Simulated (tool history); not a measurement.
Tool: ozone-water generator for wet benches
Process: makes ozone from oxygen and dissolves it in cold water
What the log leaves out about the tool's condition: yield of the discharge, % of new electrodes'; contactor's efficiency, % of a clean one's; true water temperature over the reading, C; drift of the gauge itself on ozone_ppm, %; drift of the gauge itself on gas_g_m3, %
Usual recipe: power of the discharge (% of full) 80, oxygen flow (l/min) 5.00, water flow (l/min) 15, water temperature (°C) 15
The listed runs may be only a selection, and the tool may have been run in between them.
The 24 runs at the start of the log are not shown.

run     day  power of the discharge (% of full)  oxygen flow (l/min)  water flow (l/min)  water temperature (°C)  hours of work since the electrodes were changed  hours of work since the contactor was cleaned  hours of work since the thermometer was calibrated  dissolved ozone (ppm)  ozone in the gas ahead of the water (g/m3)
 25  37.371                                  84                 6.93                  15                      15                                             2066                                           2247                                                 920                   30.7                                       188.9
     37.683  -- gauge calibrated
 26  39.158                                  50                 5.00                  15                      21                                             2098                                           2278                                                 952                   18.2                                       139.5
 27  40.333                                  50                 5.00                  15                      21                                             2119                                           2299                                                 973                   18.2                                       140.6
 28  41.338                                  50                 5.00                  13                      11                                             2137                                           2317                                                 990                   23.5                                       141.3
 29  43.508                                  50                 5.00                  22                      16                                             2176                                           2356                                                1029                   14.1                                       141.9
 30  45.646                                  72                 7.73                  11                      22                                             2214                                           2394                                                1067                   28.0                                       156.3
 31  47.296                                  72                 2.93                  11                      22                                             2244                                           2424                                                1097                   28.9                                       236.6
 32  48.567                                  80                 2.81                  18                      16                                             2266                                           2446                                                1120                   22.1                                       265.3
 33  49.617                                  80                 2.81                  18                      16                                             2285                                           2465                                                1138                   22.3                                       264.0
 34  51.062                                  80                 2.81                  18                      16                                             2311                                           2491                                                1164                   22.3                                       263.6

Predict each of these 3 candidate next runs independently; none follows another, all start after run 34:
  A  52.454                                  56                 8.81                  15                      11                                             2336                                           2516                                                1189                      ?                                           ?
  B  52.454                                  44                 3.07                  11                      16                                             2336                                           2516                                                1189                      ?                                           ?
  C  52.454                                  80                 5.00                  13                       9                                             2336                                           2516                                                1189                      ?                                           ?

run  dissolved ozone (ppm)  ozone in the gas ahead of the water (g/m3)
  A                   24.1                                       121.7
  B                   21.6                                       159.2
  C                   36.1                                       206.4
Without the tool's unlogged condition, the same runs would have read:
run  dissolved ozone (ppm)  ozone in the gas ahead of the water (g/m3)
  A                   24.1                                       120.3
  B                   21.6                                       157.5
  C                   36.1                                       204.2

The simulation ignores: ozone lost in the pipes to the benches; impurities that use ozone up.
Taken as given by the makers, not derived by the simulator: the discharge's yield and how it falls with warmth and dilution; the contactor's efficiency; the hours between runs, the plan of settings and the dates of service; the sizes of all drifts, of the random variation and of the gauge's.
